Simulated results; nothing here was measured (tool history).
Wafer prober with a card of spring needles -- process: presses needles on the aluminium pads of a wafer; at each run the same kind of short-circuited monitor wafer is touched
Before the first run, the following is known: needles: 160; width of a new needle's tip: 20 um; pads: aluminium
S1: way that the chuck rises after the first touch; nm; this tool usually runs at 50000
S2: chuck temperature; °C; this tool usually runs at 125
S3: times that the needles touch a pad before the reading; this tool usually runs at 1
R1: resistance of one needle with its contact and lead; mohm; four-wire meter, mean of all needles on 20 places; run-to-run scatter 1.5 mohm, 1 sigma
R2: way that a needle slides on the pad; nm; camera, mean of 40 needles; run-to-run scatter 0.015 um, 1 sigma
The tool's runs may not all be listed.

Run 1, day 0: usual settings. Result: R1 251 mohm, R2 7540 nm.
At day 0.071: tips cleaned on abrasive film.
At day 0.412: tips cleaned on abrasive film.
At day 0.683: tips cleaned on abrasive film.
At day 1.025: tips cleaned on abrasive film.
At day 1.362: tips cleaned on abrasive film.
Run 2, day 1.583: usual settings. Result: R1 254 mohm, R2 7430 nm.
At day 1.658: tips cleaned on abrasive film.
At day 1.996: tips cleaned on abrasive film.
At day 2.271: tips cleaned on abrasive film.
At day 2.608: tips cleaned on abrasive film.
Run 3, day 2.625: usual settings. Result: R1 172 mohm, R2 7360 nm.
At day 2.9: tips cleaned on abrasive film.
At day 3.238: tips cleaned on abrasive film.
At day 3.383: height of the first contact set anew.
At day 3.592: tips cleaned on abrasive film.
Run 4, day 3.679: usual settings. Result: R1 209 mohm, R2 7580 nm.
At day 3.883: tips cleaned on abrasive film.
At day 4.154: tips cleaned on abrasive film.
At day 4.429: tips cleaned on abrasive film.
At day 4.767: tips cleaned on abrasive film.
Run 5, day 4.838: usual settings. Result: R1 208 mohm, R2 7550 nm.
At day 5.042: tips cleaned on abrasive film.
At day 5.379: tips cleaned on abrasive film.
At day 5.721: tips cleaned on abrasive film.
At day 6.062: tips cleaned on abrasive film.
At day 6.4: tips cleaned on abrasive film.
Run 6, day 6.433: usual settings. Result: R1 189 mohm, R2 7440 nm.
At day 6.704: tips cleaned on abrasive film.
At day 6.975: tips cleaned on abrasive film.
At day 7.317: tips cleaned on abrasive film.
At day 7.654: tips cleaned on abrasive film.
Run 7, day 7.879: usual settings but S3 2. Result: R1 213 mohm, R2 7380 nm.
At day 7.95: tips cleaned on abrasive film.
At day 8.229: height of the first contact set anew.
At day 8.3: tips cleaned on abrasive film.
At day 8.642: tips cleaned on abrasive film.
At day 8.979: tips cleaned on abrasive film.
At day 9.292: tips cleaned on abrasive film.
Run 8, day 9.292: usual settings but S2 31 °C. Result: R1 146 mohm, R2 7540 nm.
At day 9.629: tips cleaned on abrasive film.
At day 9.904: tips cleaned on abrasive film.
Run 9, day 10.012: usual settings but S2 31 °C. Result: R1 236 mohm, R2 7500 nm.
At day 10.217: tips cleaned on abrasive film.
At day 10.492: tips cleaned on abrasive film.
At day 10.829: tips cleaned on abrasive film.
At day 11.1: tips cleaned on abrasive film.
At day 11.442: tips cleaned on abrasive film.
Run 10, day 11.454: usual settings but S2 31 °C. Result: R1 163 mohm, R2 7440 nm.
At day 11.729: tips cleaned on abrasive film.
At day 12: tips cleaned on abrasive film.
At day 12.338: tips cleaned on abrasive film.
Run 11, day 12.425: usual settings but S1 69000 nm, S2 31 °C. Result: R1 173 mohm, R2 10270 nm.
At day 12.629: tips cleaned on abrasive film.
At day 12.971: tips cleaned on abrasive film.
At day 13.05: height of the first contact set anew.
At day 13.321: tips cleaned on abrasive film.
Run 12, day 13.425: usual settings but S1 31000 nm, S2 48 °C, S3 2. Result: R1 280 mohm, R2 4670 nm.
At day 13.629: tips cleaned on abrasive film.
At day 13.971: tips cleaned on abrasive film.
At day 14.308: tips cleaned on abrasive film.
At day 14.65: tips cleaned on abrasive film.
Run 13, day 14.871: usual settings but S1 51000 nm, S2 72 °C, S3 3. Result: R1 181 mohm, R2 7680 nm.
At day 14.942: tips cleaned on abrasive film.
At day 15.279: tips cleaned on abrasive film.
At day 15.621: tips cleaned on abrasive film.
Run 14, day 15.779: usual settings but S1 37000 nm, S2 80 °C. Result: R1 324 mohm, R2 5500 nm.
At day 15.921: tips cleaned on abrasive film.
At day 16.258: tips cleaned on abrasive film.
At day 16.6: tips cleaned on abrasive film.
At day 16.938: tips cleaned on abrasive film.
Run 15, day 17.067: usual settings but S1 38000 nm. Result: R1 302 mohm, R2 5600 nm.
At day 17.271: tips cleaned on abrasive film.
At day 17.612: tips cleaned on abrasive film.
At day 17.871: height of the first contact set anew.
Run 16, day 17.871: usual settings but S1 31000 nm, S2 71 °C, S3 2. Result: R1 340 mohm, R2 4730 nm.
At day 17.942: tips cleaned on abrasive film.
At day 18.283: tips cleaned on abrasive film.
At day 18.621: tips cleaned on abrasive film.
At day 18.896: tips cleaned on abrasive film.
At day 19.233: tips cleaned on abrasive film.
At day 19.508: tips cleaned on abrasive film.
Run 17, day 19.508: usual settings but S1 31000 nm, S2 71 °C, S3 2. Result: R1 181 mohm, R2 4610 nm.
At day 19.783: tips cleaned on abrasive film.
At day 20.121: tips cleaned on abrasive film.
At day 20.462: tips cleaned on abrasive film.
Run 18, day 20.704: usual settings but S1 51000 nm, S2 71 °C, S3 2. Result: R1 216 mohm, R2 7600 nm.
At day 20.775: tips cleaned on abrasive film.
At day 21.046: tips cleaned on abrasive film.
At day 21.317: tips cleaned on abrasive film.
At day 21.658: tips cleaned on abrasive film.
Run 19, day 21.75: usual settings but S1 35000 nm, S2 51 °C, S3 2. Result: R1 266 mohm, R2 5090 nm.
At day 21.958: tips cleaned on abrasive film.
At day 22.229: tips cleaned on abrasive film.
At day 22.571: tips cleaned on abrasive film.
At day 22.717: height of the first contact set anew.
At day 22.908: tips cleaned on abrasive film.
Run 20, day 22.908: usual settings but S1 45000 nm, S2 37 °C, S3 2. Result: R1 146 mohm, R2 6810 nm.

A few steps of R1 between consecutive runs. Split each: what settings, incoming material and random variation would produce without the hidden state, and what is left over for the hidden state, along with gauge scatter present in only one of the two compared results (measured, and without hidden state):
Hidden state at play: debris on the tips, nm; way that the needles fall short of the set height, um; tips' diameter, um; drift of the gauge itself on contact_mohm, %; drift of the gauge itself on scrub_um, %.
Run 13 -> 14: S1 51000 -> 37000, S2 72 -> 80, S3 3 -> 1, tips cleaned on abrasive film, tips cleaned on abrasive film, tips cleaned on abrasive film. R1 +143 mohm: hidden state +131, all else +12.
Run 16 -> 17: tips cleaned on abrasive film, tips cleaned on abrasive film, tips cleaned on abrasive film, tips cleaned on abrasive film, tips cleaned on abrasive film, tips cleaned on abrasive film. R1 -159 mohm: hidden state -163, all else +4.
